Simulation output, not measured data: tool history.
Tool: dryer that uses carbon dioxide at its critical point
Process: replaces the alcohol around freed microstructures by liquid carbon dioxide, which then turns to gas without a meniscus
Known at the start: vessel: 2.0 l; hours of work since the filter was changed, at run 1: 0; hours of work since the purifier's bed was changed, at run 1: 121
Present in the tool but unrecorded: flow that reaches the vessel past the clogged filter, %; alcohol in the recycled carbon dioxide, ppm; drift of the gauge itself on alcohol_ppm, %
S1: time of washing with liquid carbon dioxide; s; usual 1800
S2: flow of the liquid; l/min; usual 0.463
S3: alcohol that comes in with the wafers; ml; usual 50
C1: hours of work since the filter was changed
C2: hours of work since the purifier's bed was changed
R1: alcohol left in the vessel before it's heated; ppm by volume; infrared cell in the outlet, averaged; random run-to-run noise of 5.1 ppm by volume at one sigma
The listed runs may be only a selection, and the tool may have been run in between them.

| run | hour | S1 | S2 | S3 | C1 | C2 | R1 |
|---|---|---|---|---|---|---|---|
| 1 | 0 | 1800 | 0.463 | 50 | 0 | 121 | 102 |
| 2 | 14.3 | 1800 | 0.73 | 50 | 8 | 129 | 30 |
| 3 | 26.9 | 1800 | 0.73 | 50 | 14 | 135 | 25 |
| 4 | 38.4 | 1800 | 0.463 | 76 | 20 | 141 | 141 |
| 5 | 45.6 | 1800 | 0.463 | 67 | 24 | 145 | 133 |
| 6 | 54.6 | 1800 | 0.463 | 24 | 29 | 150 | 72 |
| 7 | 67.4 | 1800 | 0.463 | 50 | 36 | 157 | 111 |
| 8 | 75.2 | 1800 | 0.463 | 50 | 40 | 161 | 109 |
| 9 | 91 | 1800 | 0.463 | 50 | 48 | 169 | 110 |
| 10 | 103.3 | 1800 | 0.463 | 50 | 54 | 175 | 104 |
| 11 | 112.6 | 1800 | 0.463 | 82 | 59 | 180 | 163 |
| 12 | 128.5 | 1800 | 0.463 | 82 | 68 | 189 | 169 |
| 13 | 137.9 | 1800 | 0.463 | 82 | 72 | 194 | 164 |
| 14 | 149.7 | 1800 | 0.463 | 103 | 79 | 200 | 209 |
| 15 | 156.9 | 1800 | 0.463 | 103 | 82 | 204 | 218 |
| 16 | 169.5 | 1140 | 0.358 | 103 | 89 | 210 | 3363 |
| 17 | 181.5 | 1140 | 0.403 | 103 | 95 | 216 | 2360 |
| 18 | 189.7 | 2340 | 0.353 | 50 | 100 | 221 | 139 |
| 19 | 203.4 | 1680 | 0.502 | 50 | 107 | 228 | 111 |
| 20 | 213.2 | 2400 | 0.327 | 83 | 112 | 233 | 252 |
| 21 | 221.1 | 1140 | 0.774 | 63 | 116 | 237 | 101 |
| 22 | 229.8 | 2640 | 0.482 | 26 | 121 | 242 | 46 |
| 23 | 244.6 | 2640 | 0.319 | 70 | 128 | 249 | 170 |
| 24 | 258.8 | 1800 | 0.295 | 50 | 136 | 257 | 837 |
| 25 | 274.3 | 1800 | 0.295 | 50 | 144 | 265 | 838 |

Below are 3 alternative next runs, each starting from the tool's condition after run 25. Predict each:
| A | 285.5 | 1800 | 0.61 | 50 | 150 | 271 | ? |
| B | 285.5 | 2220 | 0.435 | 103 | 150 | 271 | ? |
| C | 285.5 | 2220 | 0.376 | 37 | 150 | 271 | ? |

| run | R1 |
|---|---|
| A | 56 |
| B | 126 |
| C | 114 |
Take away the tool's hidden state, keep each run's random variation, and the runs would have read:
| run | R1 |
|---|---|
| A | 13 |
| B | 66 |
| C | 59 |
